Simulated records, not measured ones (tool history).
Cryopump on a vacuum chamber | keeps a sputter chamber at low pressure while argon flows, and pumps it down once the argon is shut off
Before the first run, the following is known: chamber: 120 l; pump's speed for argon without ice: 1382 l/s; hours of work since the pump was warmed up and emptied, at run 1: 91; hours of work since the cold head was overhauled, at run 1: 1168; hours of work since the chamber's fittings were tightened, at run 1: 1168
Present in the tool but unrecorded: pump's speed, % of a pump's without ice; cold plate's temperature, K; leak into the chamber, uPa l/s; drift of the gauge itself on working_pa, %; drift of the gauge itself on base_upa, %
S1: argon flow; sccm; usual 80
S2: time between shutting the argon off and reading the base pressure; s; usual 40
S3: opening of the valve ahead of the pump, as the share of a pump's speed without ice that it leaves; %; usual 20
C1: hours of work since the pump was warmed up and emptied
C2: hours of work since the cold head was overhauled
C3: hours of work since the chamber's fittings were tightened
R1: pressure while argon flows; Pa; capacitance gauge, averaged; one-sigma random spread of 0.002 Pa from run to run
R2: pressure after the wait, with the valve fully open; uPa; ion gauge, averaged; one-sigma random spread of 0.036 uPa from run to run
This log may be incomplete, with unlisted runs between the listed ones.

| run | hour | S1 | S2 | S3 | C1 | C2 | C3 | R1 | R2 |
|---|---|---|---|---|---|---|---|---|---|
| 1 | 0 | 80 | 40 | 20 | 91 | 1168 | 1168 | 0.4923 | 2.7 |
| 2 | 46.4 | 80 | 40 | 20 | 111 | 1188 | 1188 | 0.4965 | 2.7 |
| 3 | 105.3 | 115 | 40 | 20 | 137 | 1213 | 1213 | 0.7151 | 2.75 |
| 4 | 162.7 | 115 | 40 | 20 | 161 | 1238 | 1238 | 0.7123 | 2.82 |
| 5 | 230.3 | 115 | 40 | 20 | 190 | 1267 | 1267 | 0.71 | 2.84 |
| 6 | 276.4 | 80 | 40 | 18 | 210 | 1286 | 1286 | 0.5511 | 2.83 |
| 7 | 342 | 80 | 40 | 18 | 238 | 1315 | 1315 | 0.551 | 2.82 |
| 8 | 387.2 | 68 | 40 | 18 | 258 | 1334 | 1334 | 0.4691 | 2.87 |
| 9 | 440.8 | 68 | 40 | 53 | 281 | 1357 | 1357 | 0.1667 | 2.86 |
| 10 | 507.2 | 68 | 40 | 53 | 309 | 1386 | 1386 | 0.1669 | 2.91 |
| 11 | 542.8 | 68 | 40 | 53 | 325 | 1401 | 1401 | 0.1695 | 2.94 |
| 12 | 573.8 | 122 | 49 | 20 | 338 | 1414 | 1414 | 0.7644 | 2.62 |
| 13 | 609.8 | 62 | 59 | 55 | 353 | 1430 | 1430 | 0.1485 | 2.35 |

Predict each of these 5 candidate next runs independently; none follows another, all start after run 13:
| A | 668.8 | 132 | 139 | 41 | 379 | 1455 | 1455 | ? | ? |
| B | 668.8 | 49 | 205 | 18 | 379 | 1455 | 1455 | ? | ? |
| C | 668.8 | 54 | 36 | 17 | 379 | 1455 | 1455 | ? | ? |
| D | 668.8 | 62 | 33 | 55 | 379 | 1455 | 1455 | ? | ? |
| E | 668.8 | 76 | 59 | 39 | 379 | 1455 | 1455 | ? | ? |

| run | R1 | R2 |
|---|---|---|
| A | 0.4188 | 1.64 |
| B | 0.3447 | 1.53 |
| C | 0.3983 | 3.19 |
| D | 0.149 | 3.41 |
| E | 0.2531 | 2.41 |
What these runs would have given with no unlogged condition in the tool:
| run | R1 | R2 |
|---|---|---|
| A | 0.3938 | 0.7 |
| B | 0.3353 | 0.56 |
| C | 0.3881 | 2.23 |
| D | 0.1372 | 2.44 |
| E | 0.2387 | 1.46 |

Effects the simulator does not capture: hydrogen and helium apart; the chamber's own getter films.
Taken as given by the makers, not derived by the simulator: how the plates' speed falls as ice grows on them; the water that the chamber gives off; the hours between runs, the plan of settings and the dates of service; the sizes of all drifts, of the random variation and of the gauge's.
